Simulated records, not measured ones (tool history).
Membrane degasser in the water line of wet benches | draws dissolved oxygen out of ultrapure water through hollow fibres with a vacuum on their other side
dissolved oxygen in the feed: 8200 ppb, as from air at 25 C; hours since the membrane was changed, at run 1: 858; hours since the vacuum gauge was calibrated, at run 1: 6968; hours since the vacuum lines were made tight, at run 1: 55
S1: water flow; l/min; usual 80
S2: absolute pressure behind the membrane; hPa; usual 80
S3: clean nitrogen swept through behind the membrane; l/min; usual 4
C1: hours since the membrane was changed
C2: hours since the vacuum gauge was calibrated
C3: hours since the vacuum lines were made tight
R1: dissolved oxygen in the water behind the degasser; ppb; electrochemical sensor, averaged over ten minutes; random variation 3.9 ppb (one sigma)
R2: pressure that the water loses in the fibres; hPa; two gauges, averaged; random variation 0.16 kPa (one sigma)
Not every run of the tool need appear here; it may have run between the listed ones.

Run 1, hour 0: usual settings; C1 858; C2 6968; C3 55. Result: R1 387.6 ppb, R2 302.3 hPa.
At hour 47.7: vacuum gauge calibrated.
Run 2, hour 53.3: usual settings; C1 911; C2 6; C3 107. Result: R1 395.6 ppb, R2 303.6 hPa.
Run 3, hour 96.8: usual settings; C1 955; C2 49; C3 151. Result: R1 392.8 ppb, R2 303.7 hPa.
Run 4, hour 151.7: usual settings; C1 1010; C2 104; C3 206. Result: R1 395.3 ppb, R2 307.3 hPa.
Run 5, hour 199: usual settings; C1 1057; C2 151; C3 253. Result: R1 390 ppb, R2 303.2 hPa.
Run 6, hour 250.1: usual settings; C1 1108; C2 202; C3 304. Result: R1 388.6 ppb, R2 305.3 hPa.
Run 7, hour 311.1: usual settings but S2 69.1 hPa; C1 1169; C2 263; C3 365. Result: R1 348 ppb, R2 304.4 hPa.
Run 8, hour 401.6: usual settings but S2 69.1 hPa; C1 1259; C2 354; C3 456. Result: R1 349 ppb, R2 305.6 hPa.
Run 9, hour 487.7: usual settings but S2 69.1 hPa; C1 1345; C2 440; C3 542. Result: R1 348.9 ppb, R2 305 hPa.
Run 10, hour 547.1: usual settings; C1 1405; C2 499; C3 601. Result: R1 398.3 ppb, R2 307.1 hPa.
Run 11, hour 598.4: usual settings but S1 118 l/min, S2 84.2 hPa; C1 1456; C2 551; C3 653. Result: R1 845.8 ppb, R2 453.1 hPa.
Run 12, hour 689.2: usual settings but S1 92 l/min, S2 111.7 hPa, S3 10.5 l/min; C1 1547; C2 642; C3 743. Result: R1 449.8 ppb, R2 355 hPa.
Run 13, hour 765.3: usual settings but S1 77 l/min, S2 76.2 hPa; C1 1623; C2 718; C3 819. Result: R1 349.4 ppb, R2 296.1 hPa.
Run 14, hour 839.8: usual settings but S1 77 l/min, S2 76.2 hPa; C1 1698; C2 792; C3 894. Result: R1 348.5 ppb, R2 298.7 hPa.
Run 15, hour 903.3: usual settings but S1 68 l/min, S2 146.3 hPa; C1 1761; C2 856; C3 957. Result: R1 524.5 ppb, R2 260.1 hPa.
Run 16, hour 966: usual settings but S1 68 l/min, S2 146.3 hPa; C1 1824; C2 918; C3 1020. Result: R1 516.3 ppb, R2 263 hPa.
Run 17, hour 1023.9: usual settings but S1 68 l/min, S2 146.3 hPa; C1 1882; C2 976; C3 1078. Result: R1 517 ppb, R2 262.2 hPa.
Run 18, hour 1086.6: usual settings but S1 122 l/min, S2 91.8 hPa; C1 1944; C2 1039; C3 1141. Result: R1 935.4 ppb, R2 473.1 hPa.
Run 19, hour 1139.2: usual settings but S1 79 l/min, S2 69.6 hPa, S3 7.4 l/min; C1 1997; C2 1092; C3 1193. Result: R1 273.4 ppb, R2 308 hPa.

Below are 3 alternative next runs, each starting from the tool's condition after run 19. Predict each:
Run A, hour 1230.3: usual settings but S1 126 l/min, S3 1.74 l/min; C1 2088; C2 1183; C3 1284. Result: R1 ?, R2 ?.
Run B, hour 1230.3: usual settings but S2 125.7 hPa; C1 2088; C2 1183; C3 1284. Result: R1 ?, R2 ?.
Run C, hour 1230.3: usual settings but S2 144.2 hPa, S3 10.36 l/min; C1 2088; C2 1183; C3 1284. Result: R1 ?, R2 ?.

run     R1     R2
  A   1163  489.6
  B  583.9    311
  C  387.3  312.3
The same runs, with their run-to-run variation unchanged, on a tool lacking any hidden condition would have given:
run      R1     R2
  A  1162.7  478.5
  B   583.8    304
  C   387.2  305.3
